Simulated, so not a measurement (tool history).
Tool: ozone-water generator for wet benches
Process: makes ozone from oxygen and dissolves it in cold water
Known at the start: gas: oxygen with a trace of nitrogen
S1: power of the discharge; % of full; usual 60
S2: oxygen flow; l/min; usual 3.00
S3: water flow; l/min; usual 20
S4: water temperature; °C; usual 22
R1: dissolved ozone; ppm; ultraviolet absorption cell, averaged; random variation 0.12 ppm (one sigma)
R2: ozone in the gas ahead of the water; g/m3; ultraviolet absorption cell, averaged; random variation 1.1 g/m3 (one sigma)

run 1 hour=0.0 | S1=60 S2=3.00 S3=20 S4=22 | R1=10.5 R2=184.6
run 2 hour=84.9 | S1=60 S2=3.00 S3=20 S4=22 | R1=10.5 R2=183.3
run 3 hour=188.9 | S1=60 S2=3.00 S3=20 S4=22 | R1=10.5 R2=182.3
run 4 hour=338.5 | S1=60 S2=3.00 S3=20 S4=22 | R1=10.5 R2=181.8
run 5 hour=506.3 | S1=60 S2=3.00 S3=20 S4=22 | R1=10.5 R2=181.6
run 6 hour=601.0 | S1=60 S2=3.00 S3=17 S4=22 | R1=12.1 R2=182.4
run 7 hour=699.7 | S1=60 S2=3.00 S3=17 S4=22 | R1=11.8 R2=184.0
run 8 hour=863.3 | S1=60 S2=3.00 S3=17 S4=22 | R1=11.9 R2=182.4
-- hour=935.7 water thermometer calibrated
run 9 hour=979.0 | S1=60 S2=3.00 S3=20 S4=22 | R1=10.6 R2=182.8
run 10 hour=1104.6 | S1=60 S2=3.00 S3=20 S4=22 | R1=10.3 R2=182.8
run 11 hour=1253.4 | S1=60 S2=3.00 S3=20 S4=22 | R1=10.3 R2=181.5
run 12 hour=1397.8 | S1=60 S2=3.00 S3=22 S4=22 | R1=9.4 R2=181.8
run 13 hour=1541.3 | S1=60 S2=3.00 S3=22 S4=22 | R1=9.3 R2=183.2
run 14 hour=1662.9 | S1=60 S2=3.00 S3=19 S4=22 | R1=10.8 R2=180.2
run 15 hour=1766.1 | S1=60 S2=3.00 S3=19 S4=22 | R1=10.8 R2=180.0
run 16 hour=1919.1 | S1=60 S2=3.00 S3=23 S4=22 | R1=9.2 R2=183.6
run 17 hour=2086.2 | S1=44 S2=4.53 S3=16 S4=17 | R1=10.2 R2=112.8
-- hour=2098.4 contactor cleaned
run 18 hour=2199.9 | S1=44 S2=4.94 S3=16 S4=17 | R1=10.1 R2=106.3
run 19 hour=2282.5 | S1=44 S2=4.94 S3=16 S4=17 | R1=10.2 R2=105.8
run 20 hour=2446.2 | S1=69 S2=3.05 S3=14 S4=30 | R1=13.3 R2=199.9
run 21 hour=2584.2 | S1=86 S2=1.79 S3=14 S4=30 | R1=15.4 R2=318.5
run 22 hour=2683.9 | S1=86 S2=2.26 S3=14 S4=22 | R1=17.7 R2=281.6
run 23 hour=2772.1 | S1=61 S2=3.00 S3=12 S4=25 | R1=14.5 R2=179.4
run 24 hour=2870.0 | S1=61 S2=3.00 S3=12 S4=25 | R1=14.3 R2=181.4
run 25 hour=2959.8 | S1=94 S2=4.04 S3=14 S4=26 | R1=17.9 R2=222.1
-- hour=2978.1 contactor cleaned, once more
run 26 hour=3139.7 | S1=94 S2=4.04 S3=14 S4=26 | R1=19.0 R2=222.7
run 27 hour=3234.6 | S1=94 S2=4.04 S3=14 S4=26 | R1=19.0 R2=221.4
run 28 hour=3397.0 | S1=94 S2=4.04 S3=14 S4=26 | R1=18.9 R2=218.1
run 29 hour=3563.9 | S1=74 S2=1.65 S3=14 S4=14 | R1=16.4 R2=289.5
run 30 hour=3714.1 | S1=74 S2=1.65 S3=14 S4=14 | R1=16.5 R2=286.5
run 31 hour=3820.2 | S1=73 S2=2.85 S3=26 S4=15 | R1=10.3 R2=212.2
run 32 hour=3920.9 | S1=74 S2=2.04 S3=17 S4=21 | R1=13.6 R2=259.2

Forecast each of these 5 alternatives for the next run:
run A hour=4074.0 | S1=41 S2=3.00 S3=24 S4=22 | R1=? R2=?
run B hour=4074.0 | S1=69 S2=3.00 S3=25 S4=28 | R1=? R2=?
run C hour=4074.0 | S1=47 S2=3.18 S3=28 S4=21 | R1=? R2=?
run D hour=4074.0 | S1=67 S2=5.32 S3=20 S4=22 | R1=? R2=?
run E hour=4074.0 | S1=74 S2=2.04 S3=26 S4=21 | R1=? R2=?

run=A R1=6.4 R2=127.2
run=B R1=8.9 R2=196.3
run=C R1=6.4 R2=139.1
run=D R1=11.9 R2=141.2
run=E R1=9.1 R2=258.5
Without the tool's hidden state the same runs would have given:
run=A R1=6.8 R2=133.8
run=B R1=9.9 R2=215.3
run=C R1=6.9 R2=147.9
run=D R1=13.2 R2=154.4
run=E R1=10.2 R2=284.8
